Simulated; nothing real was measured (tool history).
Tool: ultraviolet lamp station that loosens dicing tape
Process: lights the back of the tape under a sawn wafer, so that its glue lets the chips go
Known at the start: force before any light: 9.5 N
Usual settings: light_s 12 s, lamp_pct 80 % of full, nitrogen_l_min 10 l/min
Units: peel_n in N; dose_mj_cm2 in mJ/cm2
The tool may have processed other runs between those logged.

Run 1, day 0: usual settings. Result: peel_n 0.551 N, dose_mj_cm2 248 mJ/cm2.
Run 2, day 0.242: usual settings but lamp_pct 82 % of full. Result: peel_n 0.5 N, dose_mj_cm2 251 mJ/cm2.
Run 3, day 0.633: usual settings but lamp_pct 82 % of full. Result: peel_n 0.508 N, dose_mj_cm2 247 mJ/cm2.
Run 4, day 1.021: usual settings. Result: peel_n 0.536 N, dose_mj_cm2 242 mJ/cm2.
Run 5, day 1.454: usual settings. Result: peel_n 0.562 N, dose_mj_cm2 242 mJ/cm2.
Run 6, day 1.642: usual settings. Result: peel_n 0.546 N, dose_mj_cm2 240 mJ/cm2.
Run 7, day 1.862: usual settings but lamp_pct 85 % of full. Result: peel_n 0.492 N, dose_mj_cm2 252 mJ/cm2.
Run 8, day 2.312: usual settings but lamp_pct 85 % of full. Result: peel_n 0.482 N, dose_mj_cm2 254 mJ/cm2.
Run 9, day 2.725: usual settings but lamp_pct 85 % of full. Result: peel_n 0.48 N, dose_mj_cm2 253 mJ/cm2.
Run 10, day 3.079: usual settings but lamp_pct 77 % of full. Result: peel_n 0.648 N, dose_mj_cm2 229 mJ/cm2.
Run 11, day 3.467: usual settings but lamp_pct 77 % of full. Result: peel_n 0.652 N, dose_mj_cm2 226 mJ/cm2.
Run 12, day 3.758: usual settings but lamp_pct 77 % of full. Result: peel_n 0.658 N, dose_mj_cm2 226 mJ/cm2.
Run 13, day 4.058: usual settings but light_s 11 s. Result: peel_n 0.742 N, dose_mj_cm2 215 mJ/cm2.
Run 14, day 4.479: usual settings but light_s 11 s. Result: peel_n 0.758 N, dose_mj_cm2 217 mJ/cm2.
Run 15, day 4.7: usual settings. Result: peel_n 0.603 N, dose_mj_cm2 234 mJ/cm2.
Run 16, day 4.946: usual settings but lamp_pct 81 % of full. Result: peel_n 0.6 N, dose_mj_cm2 235 mJ/cm2.
Run 17, day 5.329: usual settings. Result: peel_n 0.607 N, dose_mj_cm2 234 mJ/cm2.
Run 18, day 5.729: usual settings but light_s 6 s. Result: peel_n 2.423 N, dose_mj_cm2 116 mJ/cm2.
Run 19, day 6.025: usual settings. Result: peel_n 0.647 N, dose_mj_cm2 229 mJ/cm2.
Run 20, day 6.421: usual settings. Result: peel_n 0.642 N, dose_mj_cm2 230 mJ/cm2.
Run 21, day 6.675: usual settings. Result: peel_n 0.633 N, dose_mj_cm2 230 mJ/cm2.
Run 22, day 7.008: usual settings. Result: peel_n 0.664 N, dose_mj_cm2 229 mJ/cm2.
Run 23, day 7.288: usual settings. Result: peel_n 0.673 N, dose_mj_cm2 221 mJ/cm2.
Run 24, day 7.675: usual settings. Result: peel_n 0.682 N, dose_mj_cm2 223 mJ/cm2.
Run 25, day 7.979: usual settings but light_s 6 s, lamp_pct 67 % of full, nitrogen_l_min 8 l/min. Result: peel_n 3.253 N, dose_mj_cm2 91 mJ/cm2.
Run 26, day 8.258: usual settings but light_s 20 s, lamp_pct 72 % of full, nitrogen_l_min 11 l/min. Result: peel_n 0.197 N, dose_mj_cm2 337 mJ/cm2.
Run 27, day 8.533: usual settings but light_s 9 s, lamp_pct 70 % of full, nitrogen_l_min 16 l/min. Result: peel_n 1.206 N, dose_mj_cm2 146 mJ/cm2.
Run 28, day 8.917: usual settings but nitrogen_l_min 12 l/min. Result: peel_n 0.594 N, dose_mj_cm2 217 mJ/cm2.
At day 8.958: window cleaned of glue's vapour.
Run 29, day 9.292: usual settings but light_s 22 s, lamp_pct 68 % of full, nitrogen_l_min 18 l/min. Result: peel_n 0.149 N, dose_mj_cm2 329 mJ/cm2.
Run 30, day 9.679: usual settings but light_s 7 s, nitrogen_l_min 12 l/min. Result: peel_n 2.01 N, dose_mj_cm2 122 mJ/cm2.
At day 9.875: window cleaned of glue's vapour, once more.
Run 31, day 9.904: usual settings but lamp_pct 90 % of full, nitrogen_l_min 19 l/min. Result: peel_n 0.226 N, dose_mj_cm2 271 mJ/cm2.
Run 32, day 10.325: usual settings but light_s 7 s, lamp_pct 75 % of full, nitrogen_l_min 8 l/min. Result: peel_n 2.264 N, dose_mj_cm2 132 mJ/cm2.
Run 33, day 10.758: usual settings but light_s 7 s, lamp_pct 75 % of full, nitrogen_l_min 8 l/min. Result: peel_n 2.201 N, dose_mj_cm2 127 mJ/cm2.
Run 34, day 11.075: usual settings but nitrogen_l_min 12 l/min. Result: peel_n 0.531 N, dose_mj_cm2 235 mJ/cm2.
Run 35, day 11.367: usual settings but nitrogen_l_min 17 l/min. Result: peel_n 0.36 N, dose_mj_cm2 234 mJ/cm2.
Run 36, day 11.688: usual settings but light_s 22 s, lamp_pct 68 % of full, nitrogen_l_min 18 l/min. Result: peel_n 0.111 N, dose_mj_cm2 364 mJ/cm2.
Run 37, day 11.929: usual settings but light_s 22 s, lamp_pct 94 % of full, nitrogen_l_min 14 l/min. Result: peel_n 0.08 N, dose_mj_cm2 506 mJ/cm2.
Run 38, day 12.117: usual settings but light_s 22 s, nitrogen_l_min 14 l/min. Result: peel_n 0.082 N, dose_mj_cm2 426 mJ/cm2.
Run 39, day 12.354: usual settings but light_s 22 s, nitrogen_l_min 14 l/min. Result: peel_n 0.094 N, dose_mj_cm2 426 mJ/cm2.
Run 40, day 12.738: usual settings but light_s 22 s, nitrogen_l_min 14 l/min. Result: peel_n 0.096 N, dose_mj_cm2 422 mJ/cm2.
Run 41, day 13.092: usual settings but lamp_pct 68 % of full, nitrogen_l_min 19 l/min. Result: peel_n 0.522 N, dose_mj_cm2 193 mJ/cm2.

3 ways to go on from here, each from the tool as it stands after run 41. What would each give?
Run A, day 13.429: usual settings but light_s 8 s, lamp_pct 90 % of full, nitrogen_l_min 5 l/min. Result: peel_n ?, dose_mj_cm2 ?.
Run B, day 13.429: usual settings but light_s 8 s, lamp_pct 68 % of full, nitrogen_l_min 19 l/min. Result: peel_n ?, dose_mj_cm2 ?.
Run C, day 13.429: usual settings but light_s 16 s, lamp_pct 68 % of full, nitrogen_l_min 6 l/min. Result: peel_n ?, dose_mj_cm2 ?.

run  peel_n  dose_mj_cm2
  A   1.932          173
  B     1.4          129
  C   0.737          254
With no hidden state in the tool, these same runs would have given:
run  peel_n  dose_mj_cm2
  A   1.517          200
  B   1.048          149
  C   0.508          295

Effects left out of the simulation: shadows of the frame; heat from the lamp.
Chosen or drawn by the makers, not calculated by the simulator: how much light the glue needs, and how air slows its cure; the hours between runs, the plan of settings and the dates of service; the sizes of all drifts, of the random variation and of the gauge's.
